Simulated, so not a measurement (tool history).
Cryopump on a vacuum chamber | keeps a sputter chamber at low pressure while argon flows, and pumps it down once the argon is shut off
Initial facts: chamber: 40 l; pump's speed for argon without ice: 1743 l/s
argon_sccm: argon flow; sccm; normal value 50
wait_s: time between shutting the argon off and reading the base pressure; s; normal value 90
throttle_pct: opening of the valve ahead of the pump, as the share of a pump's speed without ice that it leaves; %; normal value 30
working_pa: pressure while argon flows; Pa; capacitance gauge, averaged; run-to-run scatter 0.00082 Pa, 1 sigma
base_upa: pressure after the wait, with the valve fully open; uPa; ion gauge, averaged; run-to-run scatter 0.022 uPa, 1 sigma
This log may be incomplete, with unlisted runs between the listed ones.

Run 1, hour 0.0: usual settings. Result: working_pa 0.1655 Pa, base_upa 2.60 uPa.
Run 2, hour 12.6: usual settings. Result: working_pa 0.1647 Pa, base_upa 2.57 uPa.
Run 3, hour 33.3: usual settings. Result: working_pa 0.1653 Pa, base_upa 2.64 uPa.
Run 4, hour 57.1: usual settings. Result: working_pa 0.1650 Pa, base_upa 2.64 uPa.
Run 5, hour 79.7: usual settings. Result: working_pa 0.1669 Pa, base_upa 2.68 uPa.
Run 6, hour 93.0: usual settings but wait_s 77 s. Result: working_pa 0.1668 Pa, base_upa 2.70 uPa.
Run 7, hour 110.2: usual settings but argon_sccm 51 sccm. Result: working_pa 0.1698 Pa, base_upa 2.73 uPa.
Run 8, hour 133.4: usual settings but argon_sccm 51 sccm, throttle_pct 22 %. Result: working_pa 0.2272 Pa, base_upa 2.77 uPa.
Run 9, hour 143.4: usual settings but argon_sccm 51 sccm, throttle_pct 22 %. Result: working_pa 0.2301 Pa, base_upa 2.76 uPa.
Run 10, hour 155.8: usual settings but argon_sccm 59 sccm. Result: working_pa 0.1970 Pa, base_upa 2.90 uPa.
Run 11, hour 177.2: usual settings but argon_sccm 36 sccm, wait_s 32 s, throttle_pct 21 %. Result: working_pa 0.1696 Pa, base_upa 3.66 uPa.
Run 12, hour 196.1: usual settings but argon_sccm 36 sccm, wait_s 32 s, throttle_pct 21 %. Result: working_pa 0.1708 Pa, base_upa 3.63 uPa.
Run 13, hour 209.7: usual settings but argon_sccm 26 sccm, wait_s 53 s, throttle_pct 21 %. Result: working_pa 0.1220 Pa, base_upa 3.07 uPa.
Run 14, hour 220.7: usual settings but argon_sccm 26 sccm, wait_s 53 s, throttle_pct 21 %. Result: working_pa 0.1222 Pa, base_upa 3.13 uPa.
Run 15, hour 235.2: usual settings but argon_sccm 33 sccm, wait_s 21 s, throttle_pct 15 %. Result: working_pa 0.2177 Pa, base_upa 4.37 uPa.
Run 16, hour 256.2: usual settings but argon_sccm 35 sccm, throttle_pct 34 %. Result: working_pa 0.1029 Pa, base_upa 2.89 uPa.
Run 17, hour 277.0: usual settings but argon_sccm 35 sccm, throttle_pct 34 %. Result: working_pa 0.1047 Pa, base_upa 3.10 uPa.
Run 18, hour 294.4: usual settings but argon_sccm 43 sccm, wait_s 72 s, throttle_pct 24 %. Result: working_pa 0.1781 Pa, base_upa 3.08 uPa.
Run 19, hour 316.5: usual settings but argon_sccm 43 sccm, wait_s 72 s, throttle_pct 24 %. Result: working_pa 0.1794 Pa, base_upa 3.14 uPa.

Here are 4 independent what-if runs from the current tool condition. What would each one return?
Run A, hour 335.2: usual settings but argon_sccm 52 sccm, wait_s 181 s, throttle_pct 47 %. Result: working_pa ?, base_upa ?.
Run B, hour 335.2: usual settings but argon_sccm 41 sccm, wait_s 179 s, throttle_pct 17 %. Result: working_pa ?, base_upa ?.
Run C, hour 335.2: usual settings but argon_sccm 63 sccm, wait_s 172 s, throttle_pct 24 %. Result: working_pa ?, base_upa ?.
Run D, hour 335.2: usual settings but wait_s 278 s, throttle_pct 54 %. Result: working_pa ?, base_upa ?.

run  working_pa  base_upa
  A      0.1145      2.84
  B      0.2385      2.84
  C      0.2630      2.88
  D      0.0948      2.81
Without the tool's hidden state the same runs would have given:
run  working_pa  base_upa
  A      0.1078      0.38
  B      0.2333      0.37
  C      0.2549      0.41
  D      0.0884      0.32
